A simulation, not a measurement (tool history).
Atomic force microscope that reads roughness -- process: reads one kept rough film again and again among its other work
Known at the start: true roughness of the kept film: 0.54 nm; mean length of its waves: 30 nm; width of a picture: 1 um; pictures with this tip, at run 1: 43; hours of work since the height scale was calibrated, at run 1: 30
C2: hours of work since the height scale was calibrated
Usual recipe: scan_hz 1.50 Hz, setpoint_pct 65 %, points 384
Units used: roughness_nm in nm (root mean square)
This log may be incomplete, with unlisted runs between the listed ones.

run 1 day=0.000 | scan_hz=1.50 setpoint_pct=65 points=384 | pictures_with_this_tip=43 C2=30 | roughness_nm=0.500
-- day=0.654 new tip fitted
run 2 day=1.904 | scan_hz=1.50 setpoint_pct=65 points=384 | pictures_with_this_tip=41 C2=51 | roughness_nm=0.497
-- day=2.583 new tip fitted
-- day=4.533 new tip fitted
run 3 day=4.533 | scan_hz=1.50 setpoint_pct=65 points=384 | pictures_with_this_tip=0 C2=80 | roughness_nm=0.509
-- day=6.458 new tip fitted
run 4 day=6.725 | scan_hz=1.50 setpoint_pct=65 points=384 | pictures_with_this_tip=9 C2=104 | roughness_nm=0.506
-- day=8.400 new tip fitted
run 5 day=8.608 | scan_hz=1.50 setpoint_pct=65 points=384 | pictures_with_this_tip=7 C2=125 | roughness_nm=0.509
-- day=10.408 new tip fitted
run 6 day=10.408 | scan_hz=1.50 setpoint_pct=65 points=384 | pictures_with_this_tip=0 C2=145 | roughness_nm=0.509
-- day=12.375 new tip fitted
run 7 day=13.100 | scan_hz=1.50 setpoint_pct=68 points=384 | pictures_with_this_tip=23 C2=174 | roughness_nm=0.498
-- day=14.317 new tip fitted
run 8 day=14.804 | scan_hz=1.50 setpoint_pct=68 points=384 | pictures_with_this_tip=16 C2=193 | roughness_nm=0.500
-- day=16.300 new tip fitted
run 9 day=17.388 | scan_hz=1.50 setpoint_pct=74 points=384 | pictures_with_this_tip=36 C2=222 | roughness_nm=0.486
-- day=18.283 new tip fitted
run 10 day=19.108 | scan_hz=1.50 setpoint_pct=74 points=384 | pictures_with_this_tip=27 C2=241 | roughness_nm=0.489
-- day=20.258 new tip fitted
run 11 day=21.217 | scan_hz=1.50 setpoint_pct=74 points=658 | pictures_with_this_tip=32 C2=264 | roughness_nm=0.491
-- day=22.300 new tip fitted
run 12 day=23.508 | scan_hz=1.50 setpoint_pct=74 points=658 | pictures_with_this_tip=40 C2=289 | roughness_nm=0.488
-- day=24.367 new tip fitted
run 13 day=25.996 | scan_hz=1.50 setpoint_pct=74 points=658 | pictures_with_this_tip=54 C2=317 | roughness_nm=0.486
-- day=26.383 new tip fitted
run 14 day=28.012 | scan_hz=1.50 setpoint_pct=65 points=384 | pictures_with_this_tip=54 C2=339 | roughness_nm=0.496
-- day=28.379 new tip fitted
run 15 day=29.321 | scan_hz=1.50 setpoint_pct=65 points=384 | pictures_with_this_tip=31 C2=353 | roughness_nm=0.500
-- day=30.433 new tip fitted
run 16 day=30.683 | scan_hz=1.50 setpoint_pct=65 points=384 | pictures_with_this_tip=8 C2=368 | roughness_nm=0.503
-- day=32.575 new tip fitted
run 17 day=33.158 | scan_hz=1.16 setpoint_pct=65 points=384 | pictures_with_this_tip=19 C2=395 | roughness_nm=0.509
-- day=33.442 height scale calibrated on a step standard
-- day=34.571 new tip fitted
run 18 day=34.758 | scan_hz=1.16 setpoint_pct=65 points=384 | pictures_with_this_tip=7 C2=14 | roughness_nm=0.506
-- day=36.654 new tip fitted
run 19 day=36.975 | scan_hz=1.50 setpoint_pct=65 points=384 | pictures_with_this_tip=11 C2=39 | roughness_nm=0.501
-- day=38.571 new tip fitted
run 20 day=38.571 | scan_hz=1.50 setpoint_pct=65 points=384 | pictures_with_this_tip=0 C2=56 | roughness_nm=0.507
run 21 day=40.367 | scan_hz=1.50 setpoint_pct=65 points=384 | pictures_with_this_tip=59 C2=76 | roughness_nm=0.492
-- day=40.558 new tip fitted
-- day=42.667 new tip fitted
run 22 day=42.879 | scan_hz=2.18 setpoint_pct=65 points=384 | pictures_with_this_tip=7 C2=104 | roughness_nm=0.496
-- day=44.600 new tip fitted
run 23 day=44.896 | scan_hz=1.50 setpoint_pct=65 points=384 | pictures_with_this_tip=10 C2=126 | roughness_nm=0.503
-- day=45.588 height scale calibrated on a step standard, once more
run 24 day=46.096 | scan_hz=1.50 setpoint_pct=65 points=384 | pictures_with_this_tip=48 C2=6 | roughness_nm=0.500
-- day=46.721 new tip fitted
run 25 day=47.754 | scan_hz=1.50 setpoint_pct=65 points=384 | pictures_with_this_tip=34 C2=24 | roughness_nm=0.501
-- day=48.771 new tip fitted
run 26 day=49.888 | scan_hz=1.50 setpoint_pct=65 points=384 | pictures_with_this_tip=37 C2=47 | roughness_nm=0.501
-- day=50.721 new tip fitted
run 27 day=51.725 | scan_hz=1.50 setpoint_pct=69 points=384 | pictures_with_this_tip=33 C2=68 | roughness_nm=0.497
-- day=52.738 new tip fitted
run 28 day=54.046 | scan_hz=0.52 setpoint_pct=67 points=358 | pictures_with_this_tip=43 C2=93 | roughness_nm=0.512
-- day=54.708 new tip fitted
run 29 day=55.867 | scan_hz=0.52 setpoint_pct=86 points=358 | pictures_with_this_tip=39 C2=113 | roughness_nm=0.498
-- day=56.629 new tip fitted
run 30 day=58.392 | scan_hz=0.77 setpoint_pct=63 points=384 | pictures_with_this_tip=58 C2=141 | roughness_nm=0.504
-- day=58.679 new tip fitted
-- day=60.638 new tip fitted
run 31 day=61.012 | scan_hz=1.50 setpoint_pct=65 points=289 | pictures_with_this_tip=12 C2=170 | roughness_nm=0.503
-- day=62.579 new tip fitted
run 32 day=63.438 | scan_hz=0.65 setpoint_pct=77 points=390 | pictures_with_this_tip=28 C2=197 | roughness_nm=0.505
-- day=64.625 new tip fitted
run 33 day=65.208 | scan_hz=0.50 setpoint_pct=77 points=390 | pictures_with_this_tip=19 C2=216 | roughness_nm=0.508
-- day=66.700 new tip fitted
run 34 day=67.225 | scan_hz=0.50 setpoint_pct=77 points=390 | pictures_with_this_tip=17 C2=238 | roughness_nm=0.511
-- day=68.738 new tip fitted
run 35 day=69.021 | scan_hz=0.50 setpoint_pct=77 points=390 | pictures_with_this_tip=9 C2=258 | roughness_nm=0.513
-- day=70.700 new tip fitted
run 36 day=70.933 | scan_hz=0.50 setpoint_pct=77 points=390 | pictures_with_this_tip=7 C2=279 | roughness_nm=0.513
run 37 day=72.400 | scan_hz=3.40 setpoint_pct=77 points=390 | pictures_with_this_tip=56 C2=296 | roughness_nm=0.439
-- day=72.692 new tip fitted
run 38 day=73.825 | scan_hz=1.17 setpoint_pct=77 points=637 | pictures_with_this_tip=38 C2=311 | roughness_nm=0.494
-- day=74.629 new tip fitted
run 39 day=75.317 | scan_hz=1.17 setpoint_pct=77 points=637 | pictures_with_this_tip=22 C2=328 | roughness_nm=0.497
-- day=76.646 new tip fitted
run 40 day=76.646 | scan_hz=1.17 setpoint_pct=77 points=637 | pictures_with_this_tip=0 C2=342 | roughness_nm=0.503
-- day=78.588 new tip fitted
run 41 day=78.588 | scan_hz=1.32 setpoint_pct=68 points=637 | pictures_with_this_tip=0 C2=364 | roughness_nm=0.511
run 42 day=80.112 | scan_hz=0.74 setpoint_pct=65 points=384 | pictures_with_this_tip=51 C2=381 | roughness_nm=0.504
-- day=80.596 new tip fitted
run 43 day=82.058 | scan_hz=0.57 setpoint_pct=79 points=700 | pictures_with_this_tip=48 C2=402 | roughness_nm=0.502
-- day=82.575 new tip fitted
run 44 day=83.375 | scan_hz=3.14 setpoint_pct=65 points=385 | pictures_with_this_tip=27 C2=416 | roughness_nm=0.484
-- day=84.575 new tip fitted
run 45 day=84.950 | scan_hz=3.14 setpoint_pct=65 points=385 | pictures_with_this_tip=12 C2=434 | roughness_nm=0.483
-- day=86.571 new tip fitted
run 46 day=86.821 | scan_hz=1.50 setpoint_pct=86 points=583 | pictures_with_this_tip=8 C2=454 | roughness_nm=0.472
-- day=88.533 new tip fitted
run 47 day=89.517 | scan_hz=1.50 setpoint_pct=86 points=583 | pictures_with_this_tip=32 C2=484 | roughness_nm=0.465
-- day=90.579 new tip fitted
run 48 day=91.825 | scan_hz=2.78 setpoint_pct=65 points=548 | pictures_with_this_tip=41 C2=510 | roughness_nm=0.482
-- day=92.500 new tip fitted
run 49 day=93.158 | scan_hz=2.78 setpoint_pct=65 points=548 | pictures_with_this_tip=22 C2=524 | roughness_nm=0.488

For each entry between runs, how does the tool's hidden state at the last listed run before it compare with that at the first listed run after it?
Between runs 1 and 2: new tip fitted (day 0.654)
  radius of the tip, nm: 14.4 -> 14; height scale over the true one, %: -0.18 -> -0.21
  the result without the hidden state subtracted from the measured one, roughness_nm: -0.012 -> -0.011 nm (root mean square)
Between runs 2 and 3: new tip fitted (day 2.583); new tip fitted (day 4.533)
  radius of the tip, nm: 14 -> 5.1; height scale over the true one, %: -0.21 -> -0.26
  the result without the hidden state subtracted from the measured one, roughness_nm: -0.011 -> -0.001 nm (root mean square)
Between runs 3 and 4: new tip fitted (day 6.458)
  radius of the tip, nm: 5.1 -> 6.7; height scale over the true one, %: -0.26 -> -0.3
  the result without the hidden state subtracted from the measured one, roughness_nm: -0.001 -> -0.004 nm (root mean square)
Between runs 4 and 5: new tip fitted (day 8.400)
  radius of the tip, nm: 6.7 -> 6.4; height scale over the true one, %: -0.3 -> -0.33
  the result without the hidden state subtracted from the measured one, roughness_nm: -0.004 -> -0.004 nm (root mean square)
Between runs 5 and 6: new tip fitted (day 10.408)
  radius of the tip, nm: 6.4 -> 5.6; height scale over the true one, %: -0.33 -> -0.36
  the result without the hidden state subtracted from the measured one, roughness_nm: -0.004 -> -0.002 nm (root mean square)
Between runs 6 and 7: new tip fitted (day 12.375)
  radius of the tip, nm: 5.6 -> 9.3; height scale over the true one, %: -0.36 -> -0.41
  the result without the hidden state subtracted from the measured one, roughness_nm: -0.002 -> -0.007 nm (root mean square)
Between runs 7 and 8: new tip fitted (day 14.317)
  radius of the tip, nm: 9.3 -> 8.8; height scale over the true one, %: -0.41 -> -0.44
  the result without the hidden state subtracted from the measured one, roughness_nm: -0.007 -> -0.007 nm (root mean square)
Between runs 8 and 9: new tip fitted (day 16.300)
  radius of the tip, nm: 8.8 -> 12.2; height scale over the true one, %: -0.44 -> -0.48
  the result without the hidden state subtracted from the measured one, roughness_nm: -0.007 -> -0.011 nm (root mean square)
Between runs 9 and 10: new tip fitted (day 18.283)
  radius of the tip, nm: 12.2 -> 10.6; height scale over the true one, %: -0.48 -> -0.51
  the result without the hidden state subtracted from the measured one, roughness_nm: -0.011 -> -0.009 nm (root mean square)
Between runs 10 and 11: new tip fitted (day 20.258)
  radius of the tip, nm: 10.6 -> 10.7; height scale over the true one, %: -0.51 -> -0.55
  the result without the hidden state subtracted from the measured one, roughness_nm: -0.009 -> -0.010 nm (root mean square)
Between runs 11 and 12: new tip fitted (day 22.300)
  radius of the tip, nm: 10.7 -> 12.1; height scale over the true one, %: -0.55 -> -0.59
  the result without the hidden state subtracted from the measured one, roughness_nm: -0.010 -> -0.012 nm (root mean square)
Between runs 12 and 13: new tip fitted (day 24.367)
  radius of the tip, nm: 12.1 -> 13.8; height scale over the true one, %: -0.59 -> -0.63
  the result without the hidden state subtracted from the measured one, roughness_nm: -0.012 -> -0.013 nm (root mean square)
Between runs 13 and 14: new tip fitted (day 26.383)
  radius of the tip, nm: 13.8 -> 16.4; height scale over the true one, %: -0.63 -> -0.66
  the result without the hidden state subtracted from the measured one, roughness_nm: -0.013 -> -0.016 nm (root mean square)
Between runs 14 and 15: new tip fitted (day 28.379)
  radius of the tip, nm: 16.4 -> 10.5; height scale over the true one, %: -0.66 -> -0.68
  the result without the hidden state subtracted from the measured one, roughness_nm: -0.016 -> -0.010 nm (root mean square)
Between runs 15 and 16: new tip fitted (day 30.433)
  radius of the tip, nm: 10.5 -> 6.2; height scale over the true one, %: -0.68 -> -0.71
  the result without the hidden state subtracted from the measured one, roughness_nm: -0.010 -> -0.005 nm (root mean square)
Between runs 16 and 17: new tip fitted (day 32.575)
  radius of the tip, nm: 6.2 -> 8.3; height scale over the true one, %: -0.71 -> -0.75
  the result without the hidden state subtracted from the measured one, roughness_nm: -0.005 -> -0.008 nm (root mean square)
Between runs 17 and 18: height scale calibrated on a step standard (day 33.442); new tip fitted (day 34.571)
  radius of the tip, nm: 8.3 -> 6.8; height scale over the true one, %: -0.75 -> -1.01
  the result without the hidden state subtracted from the measured one, roughness_nm: -0.008 -> -0.007 nm (root mean square)
Between runs 18 and 19: new tip fitted (day 36.654)
  radius of the tip, nm: 6.8 -> 7.5; height scale over the true one, %: -1.01 -> -1.05
  the result without the hidden state subtracted from the measured one, roughness_nm: -0.007 -> -0.008 nm (root mean square)
Between runs 19 and 20: new tip fitted (day 38.571)
  radius of the tip, nm: 7.5 -> 5.1; height scale over the true one, %: -1.05 -> -1.08
  the result without the hidden state subtracted from the measured one, roughness_nm: -0.008 -> -0.005 nm (root mean square)
Between runs 21 and 22: new tip fitted (day 40.558); new tip fitted (day 42.667)
  radius of the tip, nm: 16 -> 6.8; height scale over the true one, %: -1.11 -> -1.16
  the result without the hidden state subtracted from the measured one, roughness_nm: -0.018 -> -0.008 nm (root mean square)
Between runs 22 and 23: new tip fitted (day 44.600)
  radius of the tip, nm: 6.8 -> 6.6; height scale over the true one, %: -1.16 -> -1.19
  the result without the hidden state subtracted from the measured one, roughness_nm: -0.008 -> -0.008 nm (root mean square)
Between runs 23 and 24: height scale calibrated on a step standard, once more (day 45.588)
  radius of the tip, nm: 6.6 -> 13.5; height scale over the true one, %: -1.19 -> -0.05
  the result without the hidden state subtracted from the measured one, roughness_nm: -0.008 -> -0.011 nm (root mean square)
Between runs 24 and 25: new tip fitted (day 46.721)
  radius of the tip, nm: 13.5 -> 12.2; height scale over the true one, %: -0.05 -> -0.08
  the result without the hidden state subtracted from the measured one, roughness_nm: -0.011 -> -0.009 nm (root mean square)
Between runs 25 and 26: new tip fitted (day 48.771)
  radius of the tip, nm: 12.2 -> 12.6; height scale over the true one, %: -0.08 -> -0.12
  the result without the hidden state subtracted from the measured one, roughness_nm: -0.009 -> -0.010 nm (root mean square)
Between runs 26 and 27: new tip fitted (day 50.721)
  radius of the tip, nm: 12.6 -> 11.3; height scale over the true one, %: -0.12 -> -0.15
  the result without the hidden state subtracted from the measured one, roughness_nm: -0.010 -> -0.008 nm (root mean square)
Between runs 27 and 28: new tip fitted (day 52.738)
  radius of the tip, nm: 11.3 -> 13.5; height scale over the true one, %: -0.15 -> -0.2
  the result without the hidden state subtracted from the measured one, roughness_nm: -0.008 -> -0.011 nm (root mean square)
Between runs 28 and 29: new tip fitted (day 54.708)
  radius of the tip, nm: 13.5 -> 11.8; height scale over the true one, %: -0.2 -> -0.23
  the result without the hidden state subtracted from the measured one, roughness_nm: -0.011 -> -0.009 nm (root mean square)
Between runs 29 and 30: new tip fitted (day 56.629)
  radius of the tip, nm: 11.8 -> 16.5; height scale over the true one, %: -0.23 -> -0.27
  the result without the hidden state subtracted from the measured one, roughness_nm: -0.009 -> -0.015 nm (root mean square)
Between runs 30 and 31: new tip fitted (day 58.679); new tip fitted (day 60.638)
  radius of the tip, nm: 16.5 -> 7.6; height scale over the true one, %: -0.27 -> -0.32
  the result without the hidden state subtracted from the measured one, roughness_nm: -0.015 -> -0.005 nm (root mean square)
Between runs 31 and 32: new tip fitted (day 62.579)
  radius of the tip, nm: 7.6 -> 11.7; height scale over the true one, %: -0.32 -> -0.36
  the result without the hidden state subtracted from the measured one, roughness_nm: -0.005 -> -0.009 nm (root mean square)
Between runs 32 and 33: new tip fitted (day 64.625)
  radius of the tip, nm: 11.7 -> 8.6; height scale over the true one, %: -0.36 -> -0.39
  the result without the hidden state subtracted from the measured one, roughness_nm: -0.009 -> -0.007 nm (root mean square)
Between runs 33 and 34: new tip fitted (day 66.700)
  height scale over the true one, %: -0.39 -> -0.42
  the result without the hidden state subtracted from the measured one, roughness_nm: -0.007 -> -0.006 nm (root mean square)
Between runs 34 and 35: new tip fitted (day 68.738)
  radius of the tip, nm: 8.6 -> 6.8; height scale over the true one, %: -0.42 -> -0.45
  the result without the hidden state subtracted from the measured one, roughness_nm: -0.006 -> -0.004 nm (root mean square)
Between runs 35 and 36: new tip fitted (day 70.700)
  height scale over the true one, %: -0.45 -> -0.48
  the result without the hidden state subtracted from the measured one, roughness_nm: -0.004 -> -0.004 nm (root mean square)
Between runs 37 and 38: new tip fitted (day 72.692)
  radius of the tip, nm: 16.1 -> 12.5; height scale over the true one, %: -0.51 -> -0.53
  the result without the hidden state subtracted from the measured one, roughness_nm: -0.014 -> -0.011 nm (root mean square)
Between runs 38 and 39: new tip fitted (day 74.629)
  radius of the tip, nm: 12.5 -> 9.1; height scale over the true one, %: -0.53 -> -0.56
  the result without the hidden state subtracted from the measured one, roughness_nm: -0.011 -> -0.007 nm (root mean square)
Between runs 39 and 40: new tip fitted (day 76.646)
  radius of the tip, nm: 9.1 -> 5; height scale over the true one, %: -0.56 -> -0.58
  the result without the hidden state subtracted from the measured one, roughness_nm: -0.007 -> -0.003 nm (root mean square)
Between runs 40 and 41: new tip fitted (day 78.588)
  radius of the tip, nm: 5 -> 5.1; height scale over the true one, %: -0.58 -> -0.62
  the result without the hidden state subtracted from the measured one, roughness_nm: -0.003 -> -0.003 nm (root mean square)
Between runs 42 and 43: new tip fitted (day 80.596)
  radius of the tip, nm: 16 -> 14.1; height scale over the true one, %: -0.64 -> -0.68
  the result without the hidden state subtracted from the measured one, roughness_nm: -0.017 -> -0.014 nm (root mean square)
Between runs 43 and 44: new tip fitted (day 82.575)
  radius of the tip, nm: 14.1 -> 9.7; height scale over the true one, %: -0.68 -> -0.7
  the result without the hidden state subtracted from the measured one, roughness_nm: -0.014 -> -0.009 nm (root mean square)
Between runs 44 and 45: new tip fitted (day 84.575)
  radius of the tip, nm: 9.7 -> 7.8; height scale over the true one, %: -0.7 -> -0.73
  the result without the hidden state subtracted from the measured one, roughness_nm: -0.009 -> -0.006 nm (root mean square)
Between runs 45 and 46: new tip fitted (day 86.571)
  radius of the tip, nm: 7.8 -> 6.8; height scale over the true one, %: -0.73 -> -0.76
  the result without the hidden state subtracted from the measured one, roughness_nm: -0.006 -> -0.006 nm (root mean square)
Between runs 46 and 47: new tip fitted (day 88.533)
  radius of the tip, nm: 6.8 -> 10.3; height scale over the true one, %: -0.76 -> -0.81
  the result without the hidden state subtracted from the measured one, roughness_nm: -0.006 -> -0.010 nm (root mean square)
Between runs 47 and 48: new tip fitted (day 90.579)
  radius of the tip, nm: 10.3 -> 13.2; height scale over the true one, %: -0.81 -> -0.85
  the result without the hidden state subtracted from the measured one, roughness_nm: -0.010 -> -0.014 nm (root mean square)
Between runs 48 and 49: new tip fitted (day 92.500)
  radius of the tip, nm: 13.2 -> 8.3; height scale over the true one, %: -0.85 -> -0.87
  the result without the hidden state subtracted from the measured one, roughness_nm: -0.014 -> -0.008 nm (root mean square)

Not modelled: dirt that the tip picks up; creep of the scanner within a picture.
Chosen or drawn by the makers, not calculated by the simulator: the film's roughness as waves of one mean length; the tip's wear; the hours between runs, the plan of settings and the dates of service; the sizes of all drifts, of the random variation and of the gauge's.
